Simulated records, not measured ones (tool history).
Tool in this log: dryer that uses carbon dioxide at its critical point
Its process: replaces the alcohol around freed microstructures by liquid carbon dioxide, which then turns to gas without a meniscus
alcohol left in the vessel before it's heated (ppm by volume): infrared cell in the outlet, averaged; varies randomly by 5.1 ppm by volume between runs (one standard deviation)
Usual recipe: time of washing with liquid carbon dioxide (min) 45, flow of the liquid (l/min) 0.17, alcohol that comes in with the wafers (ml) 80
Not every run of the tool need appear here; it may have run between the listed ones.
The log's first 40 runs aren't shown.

| run | hour | time of washing with liquid carbon dioxide (min) | flow of the liquid (l/min) | alcohol that comes in with the wafers (ml) | hours of work since the filter was changed | hours of work since the purifier's bed was changed | alcohol left in the vessel before it's heated (ppm by volume) |
|---|---|---|---|---|---|---|---|
| 41 | 848.1 | 31 | 0.263 | 34 | 88 | 483 | 99 |
| 42 | 862.9 | 56 | 0.115 | 67 | 96 | 490 | 323 |
| 43 | 882.3 | 56 | 0.115 | 67 | 105 | 500 | 332 |
| 44 | 901.4 | 36 | 0.269 | 58 | 115 | 509 | 89 |
| 45 | 932 | 36 | 0.269 | 58 | 130 | 525 | 86 |
| 46 | 961.8 | 38 | 0.148 | 119 | 145 | 540 | 998 |
| 47 | 992.6 | 38 | 0.148 | 119 | 160 | 555 | 987 |
| 48 | 1009.3 | 45 | 0.17 | 24 | 168 | 563 | 117 |

Branching from run 48: 3 alternative next runs. What would each branch give?
| A | 1036.7 | 45 | 0.17 | 28 | 182 | 577 | ? |
| B | 1036.7 | 45 | 0.117 | 79 | 182 | 577 | ? |
| C | 1036.7 | 70 | 0.182 | 33 | 182 | 577 | ? |

| run | alcohol left in the vessel before it's heated (ppm by volume) |
|---|---|
| A | 127 |
| B | 993 |
| C | 90 |
With the hidden condition removed and each run's random variation left untouched, the same runs would have given:
| run | alcohol left in the vessel before it's heated (ppm by volume) |
|---|---|
| A | 37 |
| B | 731 |
| C | 10 |
